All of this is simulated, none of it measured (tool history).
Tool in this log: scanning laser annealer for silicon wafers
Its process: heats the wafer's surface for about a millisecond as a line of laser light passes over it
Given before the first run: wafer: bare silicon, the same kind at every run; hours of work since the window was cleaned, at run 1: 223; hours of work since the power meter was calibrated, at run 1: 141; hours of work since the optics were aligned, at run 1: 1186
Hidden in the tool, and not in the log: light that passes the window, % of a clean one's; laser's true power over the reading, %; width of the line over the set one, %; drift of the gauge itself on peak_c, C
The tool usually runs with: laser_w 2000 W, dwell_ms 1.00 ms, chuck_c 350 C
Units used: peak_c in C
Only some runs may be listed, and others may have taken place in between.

| run | day | laser_w | dwell_ms | chuck_c | hours of work since the window was cleaned | hours of work since the power meter was calibrated | hours of work since the optics were aligned | peak_c |
|---|---|---|---|---|---|---|---|---|
| 1 | 0.000 | 2000 | 1.00 | 350 | 223 | 141 | 1186 | 1165 |
| 2 | 2.629 | 2000 | 1.00 | 350 | 273 | 191 | 1235 | 1162 |
| 3 | 5.775 | 2000 | 1.00 | 350 | 332 | 250 | 1294 | 1152 |
| 4 | 8.133 | 2000 | 1.00 | 350 | 376 | 294 | 1338 | 1150 |
| 5 | 10.592 | 2000 | 1.00 | 350 | 422 | 340 | 1384 | 1148 |
| 6 | 12.229 | 2000 | 1.00 | 350 | 453 | 371 | 1415 | 1141 |
| 7 | 14.333 | 2000 | 1.00 | 350 | 492 | 410 | 1455 | 1143 |
| 8 | 16.296 | 2000 | 1.00 | 350 | 529 | 447 | 1491 | 1140 |
|  | 18.229 | optics aligned, line set to its width |
| 9 | 18.554 | 2000 | 1.00 | 350 | 567 | 485 | 6 | 1149 |
| 10 | 20.758 | 2000 | 1.00 | 324 | 609 | 527 | 47 | 1121 |
|  | 21.762 | window over the wafer cleaned |
| 11 | 22.908 | 2000 | 1.00 | 350 | 21 | 565 | 86 | 1189 |
| 12 | 25.938 | 2000 | 0.95 | 322 | 78 | 622 | 143 | 1128 |
| 13 | 28.704 | 1717 | 1.07 | 355 | 130 | 674 | 195 | 1059 |
| 14 | 30.088 | 1866 | 1.00 | 350 | 156 | 700 | 221 | 1107 |
| 15 | 31.667 | 1866 | 1.00 | 350 | 186 | 730 | 250 | 1100 |
| 16 | 34.912 | 1866 | 1.00 | 350 | 247 | 791 | 311 | 1094 |
| 17 | 36.612 | 2176 | 1.22 | 385 | 278 | 822 | 343 | 1407 |
| 18 | 39.304 | 2171 | 1.00 | 371 | 329 | 873 | 394 | 1269 |
| 19 | 42.383 | 2160 | 1.08 | 331 | 387 | 931 | 451 | 1261 |
| 20 | 44.350 | 1911 | 0.85 | 350 | 424 | 968 | 488 | 1034 |
| 21 | 46.188 | 2174 | 1.00 | 351 | 458 | 1002 | 523 | 1238 |
| 22 | 48.983 | 2174 | 1.00 | 351 | 510 | 1054 | 575 | 1234 |

Branching from run 22: 3 alternative next runs. What would each branch give?
| A | 51.071 | 2072 | 1.22 | 311 | 549 | 1094 | 614 | ? |
| B | 51.071 | 2174 | 1.09 | 351 | 549 | 1094 | 614 | ? |
| C | 51.071 | 2040 | 0.99 | 367 | 549 | 1094 | 614 | ? |

| run | peak_c |
|---|---|
| A | 1244 |
| B | 1274 |
| C | 1175 |
Had the tool no hidden state, the same runs would have come out as:
| run | peak_c |
|---|---|
| A | 1310 |
| B | 1339 |
| C | 1233 |
